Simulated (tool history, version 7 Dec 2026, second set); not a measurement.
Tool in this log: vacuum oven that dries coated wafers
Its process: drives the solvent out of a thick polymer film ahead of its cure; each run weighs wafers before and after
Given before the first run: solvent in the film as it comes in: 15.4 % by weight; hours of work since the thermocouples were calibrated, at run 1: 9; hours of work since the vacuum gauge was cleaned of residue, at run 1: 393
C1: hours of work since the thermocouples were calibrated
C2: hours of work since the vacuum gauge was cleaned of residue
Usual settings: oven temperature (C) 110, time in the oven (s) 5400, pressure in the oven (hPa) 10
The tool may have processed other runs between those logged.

Run 1, hour 0: usual settings; C1 9; C2 393. Result: solvent left in the film (%) 1.55.
Run 2, hour 9.2: usual settings; C1 15; C2 399. Result: solvent left in the film (%) 1.53.
Run 3, hour 19.8: usual settings; C1 22; C2 406. Result: solvent left in the film (%) 1.63.
Run 4, hour 36: usual settings; C1 33; C2 417. Result: solvent left in the film (%) 1.65.
Run 5, hour 50.7: usual settings; C1 42; C2 426. Result: solvent left in the film (%) 1.72.
Run 6, hour 66.7: usual settings; C1 53; C2 437. Result: solvent left in the film (%) 1.73.
Run 7, hour 83: usual settings; C1 63; C2 447. Result: solvent left in the film (%) 1.64.
Run 8, hour 92.6: usual settings; C1 70; C2 454. Result: solvent left in the film (%) 1.64.
Run 9, hour 106.6: usual settings; C1 79; C2 463. Result: solvent left in the film (%) 1.67.
Run 10, hour 123.7: usual settings; C1 90; C2 474. Result: solvent left in the film (%) 1.6.
Run 11, hour 134: usual settings but pressure in the oven (hPa) 11.7; C1 96; C2 480. Result: solvent left in the film (%) 1.78.
Run 12, hour 143.7: usual settings but pressure in the oven (hPa) 5.1; C1 103; C2 487. Result: solvent left in the film (%) 1.3.
Run 13, hour 154.1: usual settings but pressure in the oven (hPa) 5.1; C1 109; C2 493. Result: solvent left in the film (%) 1.31.
Run 14, hour 168.7: usual settings but oven temperature (C) 119, pressure in the oven (hPa) 24.4; C1 119; C2 503. Result: solvent left in the film (%) 1.66.
Run 15, hour 186.9: usual settings but oven temperature (C) 119, pressure in the oven (hPa) 24.4; C1 131; C2 515. Result: solvent left in the film (%) 1.72.
Run 16, hour 204.1: usual settings but oven temperature (C) 119, pressure in the oven (hPa) 16.1; C1 142; C2 526. Result: solvent left in the film (%) 1.16.
Run 17, hour 211.8: usual settings but oven temperature (C) 101; C1 147; C2 531. Result: solvent left in the film (%) 3.48.
Run 18, hour 230.4: usual settings but oven temperature (C) 101, time in the oven (s) 3420, pressure in the oven (hPa) 16.7; C1 159; C2 543. Result: solvent left in the film (%) 5.85.
Run 19, hour 241.2: usual settings but oven temperature (C) 101, time in the oven (s) 3420, pressure in the oven (hPa) 16.7; C1 166; C2 550. Result: solvent left in the film (%) 5.97.
Run 20, hour 254.3: usual settings but oven temperature (C) 108, time in the oven (s) 5040; C1 175; C2 558. Result: solvent left in the film (%) 2.07.
Run 21, hour 266.5: usual settings but oven temperature (C) 108, time in the oven (s) 5040; C1 182; C2 566. Result: solvent left in the film (%) 2.06.
Run 22, hour 277.7: usual settings but oven temperature (C) 117, time in the oven (s) 6600, pressure in the oven (hPa) 16.3; C1 190; C2 574. Result: solvent left in the film (%) 1.25.

Below are 4 alternative next runs, each starting from the tool's condition after run 22. Predict each:
Run A, hour 293.4: usual settings but oven temperature (C) 103, time in the oven (s) 3660, pressure in the oven (hPa) 14.9; C1 200; C2 584. Result: solvent left in the film (%) ?.
Run B, hour 293.4: usual settings but oven temperature (C) 117, time in the oven (s) 6600, pressure in the oven (hPa) 13.1; C1 200; C2 584. Result: solvent left in the film (%) ?.
Run C, hour 293.4: usual settings but oven temperature (C) 118, time in the oven (s) 6720, pressure in the oven (hPa) 20.9; C1 200; C2 584. Result: solvent left in the film (%) ?.
Run D, hour 293.4: usual settings but oven temperature (C) 119, time in the oven (s) 5580, pressure in the oven (hPa) 5; C1 200; C2 584. Result: solvent left in the film (%) ?.

run  solvent left in the film (%)
  A                           4.8
  B                          1.02
  C                          1.48
  D                          0.44
The same runs, with their run-to-run variation unchanged, on a tool lacking any hidden condition would have given:
run  solvent left in the film (%)
  A                          4.78
  B                           0.9
  C                          1.38
  D                          0.33

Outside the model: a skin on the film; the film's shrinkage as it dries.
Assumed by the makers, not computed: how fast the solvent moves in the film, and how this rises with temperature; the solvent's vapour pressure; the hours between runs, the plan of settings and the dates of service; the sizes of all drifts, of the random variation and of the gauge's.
